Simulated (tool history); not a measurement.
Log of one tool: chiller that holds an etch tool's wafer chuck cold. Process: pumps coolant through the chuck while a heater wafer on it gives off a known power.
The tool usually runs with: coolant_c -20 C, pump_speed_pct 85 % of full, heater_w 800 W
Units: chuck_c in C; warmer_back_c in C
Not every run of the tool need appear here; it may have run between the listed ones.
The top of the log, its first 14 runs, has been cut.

run     day  coolant_c  pump_speed_pct  heater_w  hours since the coolant was changed and the channels were flushed  hours since the pump was overhauled  hours since the chiller's thermometer was calibrated  chuck_c  warmer_back_c
 15  37.450        -20              90       800                                                               6167                                 1621                                                  4418    -12.8           3.35
 16  40.442        -20              90       800                                                               6238                                 1693                                                  4490    -12.8           3.38
 17  43.062        -22              85      1153                                                               6301                                 1756                                                  4553    -11.4           5.20
 18  45.933        -22              85      1153                                                               6370                                 1825                                                  4622    -11.0           5.20
 19  48.538        -22              75      1153                                                               6433                                 1887                                                  4684    -10.0           5.98
 20  51.367        -20              83       578                                                               6501                                 1955                                                  4752    -14.3           2.72
 21  53.367        -20              83       578                                                               6549                                 2003                                                  4800    -14.4           2.71
 22  55.762        -25              62       409                                                               6606                                 2060                                                  4858    -19.9           2.63
     56.046  -- chiller's thermometer calibrated
 23  57.917        -25              62       409                                                               6657                                 2111                                                    45    -19.8           2.59
 24  61.450        -29              85       520                                                               6742                                 2196                                                   130    -23.7           2.33
     62.438  -- chiller's thermometer calibrated, once more
 25  64.042        -20              61       800                                                               6803                                 2257                                                    38    -10.4           5.18
 26  66.792        -20              61       800                                                               6869                                 2323                                                   105    -10.5           5.11
 27  68.888        -20              61       800                                                               6919                                 2373                                                   155    -10.3           5.14
 28  71.012        -20              65       423                                                               6970                                 2424                                                   206    -15.2           2.53

Run 29 has not been measured yet. What should we expect?
 29  73.929        -20              65       423                                                               7040                                 2494                                                   276        ?              ?

{"run 29": {"chuck_c": -15.0, "warmer_back_c": 2.5}}
If the tool had no hidden condition, the same run with the same run-to-run variation would have returned chuck_c -15.7 C, warmer_back_c 2.41 C.
